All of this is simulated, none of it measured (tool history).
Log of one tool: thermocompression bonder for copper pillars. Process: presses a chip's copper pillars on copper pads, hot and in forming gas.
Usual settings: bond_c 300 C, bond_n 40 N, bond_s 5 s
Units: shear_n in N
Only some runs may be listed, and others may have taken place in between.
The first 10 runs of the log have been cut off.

run,hour,bond_c,bond_n,bond_s,hours of work since the heater was calibrated,hours of work since the force cell was calibrated,hours of work since the gas filter was changed,shear_n
11,138.5,300,40,7,282,342,226,78.6
12,146.3,300,40,7,287,347,231,79.2
13,160.6,300,40,7,296,356,240,79.3
14,169.5,300,40,7,302,361,246,79.1
15,188.4,300,32,5,314,373,258,64.6
16,198.2,300,32,5,320,380,264,63.9
17,208.9,300,40,5,327,386,271,73.7
18,221.6,300,40,5,335,394,279,73.1
19,239.8,300,40,5,346,406,290,74.0
20,258.3,294,40,13,358,417,302,87.6
21,275.6,320,40,14,369,428,313,95.6
22,285.5,320,40,14,375,435,319,96.2
23,298.3,320,30,6,383,443,327,75.7
24,313.6,321,59,3,393,452,337,88.8
# hour 326.0: forming gas filter changed
25,330.4,319,26,3,403,463,3,56.9
# hour 342.7: gauge calibrated
26,344.6,272,32,14,412,472,12,67.8
27,360.0,316,26,5,422,481,21,63.1
28,378.4,326,30,5,433,493,33,73.7
29,389.4,316,32,6,440,500,40,74.3
30,399.9,321,50,5,447,506,47,88.7
31,414.9,300,35,5,457,516,56,68.2
32,422.9,300,33,5,462,521,61,66.3
33,437.1,295,46,4,471,530,70,72.1
34,452.2,300,40,10,480,539,80,85.1
35,463.9,300,40,10,487,547,87,84.6

Branching from run 35: 5 alternative next runs. What would each branch give?
A,480.8,300,34,10,498,557,98,?
B,480.8,277,30,6,498,557,98,?
C,480.8,300,41,7,498,557,98,?
D,480.8,300,40,4,498,557,98,?
E,480.8,300,26,4,498,557,98,?

run,shear_n
A,78.6
B,53.5
C,80.7
D,68.9
E,52.1
With no hidden state in the tool, these same runs would have given:
run,shear_n
A,77.6
B,52.9
C,79.8
D,68.1
E,51.5
